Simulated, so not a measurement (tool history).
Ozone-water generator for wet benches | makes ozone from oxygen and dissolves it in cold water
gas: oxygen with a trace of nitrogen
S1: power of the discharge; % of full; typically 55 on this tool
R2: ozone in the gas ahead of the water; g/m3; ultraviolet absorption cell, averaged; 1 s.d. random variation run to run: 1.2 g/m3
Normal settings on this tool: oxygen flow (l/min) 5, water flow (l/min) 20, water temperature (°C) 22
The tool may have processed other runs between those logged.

{"run": 1, "hour": 0.0, "S1": 55, "oxygen flow (l/min)": 5, "water flow (l/min)": 20, "water temperature (°C)": 22, "dissolved ozone (ppm)": 16.2, "R2": 205.9}
{"run": 2, "hour": 179.9, "S1": 55, "oxygen flow (l/min)": 5, "water flow (l/min)": 20, "water temperature (°C)": 22, "dissolved ozone (ppm)": 16.0, "R2": 204.9}
{"run": 3, "hour": 321.7, "S1": 55, "oxygen flow (l/min)": 5, "water flow (l/min)": 20, "water temperature (°C)": 22, "dissolved ozone (ppm)": 16.1, "R2": 203.8}
{"run": 4, "hour": 443.0, "S1": 55, "oxygen flow (l/min)": 5, "water flow (l/min)": 20, "water temperature (°C)": 16, "dissolved ozone (ppm)": 17.4, "R2": 204.1}
{"run": 5, "hour": 580.8, "S1": 55, "oxygen flow (l/min)": 5, "water flow (l/min)": 20, "water temperature (°C)": 16, "dissolved ozone (ppm)": 17.0, "R2": 205.2}
{"run": 6, "hour": 740.6, "S1": 55, "oxygen flow (l/min)": 5, "water flow (l/min)": 20, "water temperature (°C)": 16, "dissolved ozone (ppm)": 16.9, "R2": 204.4}
{"run": 7, "hour": 868.6, "S1": 55, "oxygen flow (l/min)": 5, "water flow (l/min)": 20, "water temperature (°C)": 20, "dissolved ozone (ppm)": 16.0, "R2": 202.9}
{"hour": 1010.4, "done": "contactor cleaned"}
{"run": 8, "hour": 1070.9, "S1": 55, "oxygen flow (l/min)": 5, "water flow (l/min)": 13, "water temperature (°C)": 22, "dissolved ozone (ppm)": 23.7, "R2": 203.5}
{"hour": 1095.5, "done": "water thermometer calibrated"}
{"run": 9, "hour": 1239.6, "S1": 55, "oxygen flow (l/min)": 5, "water flow (l/min)": 13, "water temperature (°C)": 22, "dissolved ozone (ppm)": 23.7, "R2": 201.8}
{"run": 10, "hour": 1439.5, "S1": 55, "oxygen flow (l/min)": 5, "water flow (l/min)": 20, "water temperature (°C)": 17, "dissolved ozone (ppm)": 17.2, "R2": 198.9}
{"run": 11, "hour": 1618.5, "S1": 55, "oxygen flow (l/min)": 5, "water flow (l/min)": 20, "water temperature (°C)": 17, "dissolved ozone (ppm)": 17.4, "R2": 200.2}
{"run": 12, "hour": 1750.1, "S1": 55, "oxygen flow (l/min)": 5, "water flow (l/min)": 20, "water temperature (°C)": 17, "dissolved ozone (ppm)": 17.3, "R2": 201.3}
{"run": 13, "hour": 1926.5, "S1": 55, "oxygen flow (l/min)": 5, "water flow (l/min)": 20, "water temperature (°C)": 29, "dissolved ozone (ppm)": 14.2, "R2": 196.4}

Run 14 is up next; what results do you expect?
{"run": 14, "hour": 2106.8, "S1": 55, "oxygen flow (l/min)": 5, "water flow (l/min)": 20, "water temperature (°C)": 29, "dissolved ozone (ppm)": "?", "R2": "?"}

dissolved ozone (ppm): 14.0
R2: 197.9 g/m3
Take away the tool's hidden state, keep the run-to-run variation as it was, and the same run would have given dissolved ozone (ppm) 15.4, R2 212.3 g/m3.
